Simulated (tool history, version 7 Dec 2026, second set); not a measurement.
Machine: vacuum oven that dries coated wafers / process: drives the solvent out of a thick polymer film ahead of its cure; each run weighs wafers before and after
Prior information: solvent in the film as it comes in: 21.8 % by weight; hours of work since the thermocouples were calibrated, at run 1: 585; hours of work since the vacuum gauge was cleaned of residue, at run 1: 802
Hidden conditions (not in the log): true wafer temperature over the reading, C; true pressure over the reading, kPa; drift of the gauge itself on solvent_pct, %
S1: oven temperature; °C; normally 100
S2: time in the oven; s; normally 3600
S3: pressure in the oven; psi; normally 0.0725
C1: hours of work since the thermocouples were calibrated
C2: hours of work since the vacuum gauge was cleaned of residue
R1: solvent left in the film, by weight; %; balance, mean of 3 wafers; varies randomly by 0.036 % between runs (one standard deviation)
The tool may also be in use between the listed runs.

| run | day | S1 | S2 | S3 | C1 | C2 | R1 |
|---|---|---|---|---|---|---|---|
| 1 | 0.000 | 100 | 3600 | 0.0725 | 585 | 802 | 0.89 |
| 2 | 0.925 | 100 | 3600 | 0.0725 | 602 | 820 | 0.78 |
| 3 | 1.775 | 85 | 3600 | 0.0725 | 618 | 835 | 3.89 |
| 4 | 2.950 | 85 | 3600 | 0.0725 | 640 | 857 | 3.84 |
| 5 | 4.096 | 100 | 3600 | 0.0725 | 661 | 878 | 0.80 |
|  | 4.342 | oven's thermocouples calibrated |
| 6 | 5.008 | 95 | 3600 | 0.0725 | 12 | 894 | 1.47 |
| 7 | 6.154 | 95 | 3600 | 0.0725 | 34 | 915 | 1.48 |
| 8 | 7.171 | 95 | 3600 | 0.0725 | 52 | 933 | 1.52 |
| 9 | 7.921 | 95 | 3600 | 0.0725 | 66 | 947 | 1.47 |
| 10 | 8.717 | 100 | 2040 | 0.0725 | 81 | 962 | 2.79 |
| 11 | 9.562 | 100 | 2280 | 0.0725 | 97 | 978 | 2.24 |
| 12 | 10.567 | 100 | 3600 | 0.0725 | 115 | 996 | 0.83 |
| 13 | 11.725 | 100 | 3600 | 0.0725 | 137 | 1018 | 0.81 |
| 14 | 12.483 | 100 | 3600 | 0.1281 | 151 | 1032 | 0.98 |
| 15 | 13.412 | 100 | 4080 | 0.1281 | 168 | 1049 | 0.79 |
| 16 | 14.046 | 100 | 4080 | 0.1281 | 179 | 1061 | 0.74 |
| 17 | 14.871 | 100 | 3600 | 0.0725 | 195 | 1076 | 0.84 |
| 18 | 15.862 | 100 | 3600 | 0.0725 | 213 | 1094 | 0.80 |
| 19 | 16.688 | 100 | 3600 | 0.0725 | 228 | 1109 | 0.81 |
| 20 | 17.862 | 100 | 3600 | 0.0725 | 250 | 1131 | 0.82 |
| 21 | 18.938 | 100 | 3600 | 0.0725 | 270 | 1151 | 0.77 |
| 22 | 19.792 | 100 | 3600 | 0.0725 | 286 | 1167 | 0.81 |
| 23 | 20.854 | 100 | 3600 | 0.0725 | 305 | 1186 | 0.81 |
| 24 | 21.575 | 100 | 3600 | 0.0725 | 319 | 1200 | 0.89 |
| 25 | 22.404 | 104 | 1980 | 0.2558 | 334 | 1215 | 2.51 |
| 26 | 23.121 | 104 | 1980 | 0.0740 | 347 | 1228 | 2.05 |
| 27 | 24.154 | 100 | 4560 | 0.0545 | 366 | 1247 | 0.48 |
| 28 | 24.700 | 115 | 3660 | 0.1153 | 376 | 1257 | 0.25 |
| 29 | 25.833 | 115 | 3660 | 0.1153 | 397 | 1278 | 0.24 |
| 30 | 26.475 | 97 | 3660 | 0.2025 | 409 | 1290 | 1.56 |
| 31 | 27.417 | 97 | 3660 | 0.2025 | 427 | 1308 | 1.59 |
| 32 | 27.912 | 97 | 3660 | 0.2025 | 436 | 1317 | 1.56 |
| 33 | 28.829 | 97 | 3660 | 0.2025 | 453 | 1334 | 1.61 |
| 34 | 29.996 | 108 | 3240 | 0.2598 | 474 | 1355 | 0.76 |
| 35 | 30.796 | 113 | 3600 | 0.0725 | 489 | 1370 | 0.16 |
| 36 | 31.767 | 103 | 3120 | 0.0725 | 507 | 1388 | 0.79 |
| 37 | 32.846 | 100 | 2340 | 0.1170 | 527 | 1408 | 2.24 |
| 38 | 33.404 | 100 | 2340 | 0.1170 | 537 | 1418 | 2.29 |
| 39 | 34.338 | 100 | 2340 | 0.1170 | 555 | 1436 | 2.28 |
| 40 | 35.042 | 109 | 1980 | 0.0680 | 568 | 1449 | 1.14 |
| 41 | 36.175 | 109 | 1980 | 0.0680 | 588 | 1470 | 1.17 |
| 42 | 36.896 | 90 | 2520 | 0.1991 | 602 | 1483 | 4.87 |
| 43 | 37.396 | 100 | 3600 | 0.1446 | 611 | 1492 | 1.03 |
| 44 | 38.288 | 100 | 3600 | 0.1446 | 628 | 1509 | 1.00 |
| 45 | 38.775 | 100 | 3600 | 0.1446 | 637 | 1518 | 0.93 |
| 46 | 39.596 | 100 | 3120 | 0.1291 | 652 | 1533 | 1.29 |
|  | 40.279 | oven's thermocouples calibrated |
| 47 | 40.483 | 100 | 5520 | 0.0625 | 4 | 1548 | 0.21 |

Entry by entry between the runs, the difference in hidden state between the last listed run before and the first listed run after:
Logged between run 5 and run 6: oven's thermocouples calibrated (day 4.342)
  true wafer temperature over the reading, C: -0.03 -> -0.01
Logged between run 46 and run 47: oven's thermocouples calibrated (day 40.279)
  true wafer temperature over the reading, C: -0.03 -> -0.01
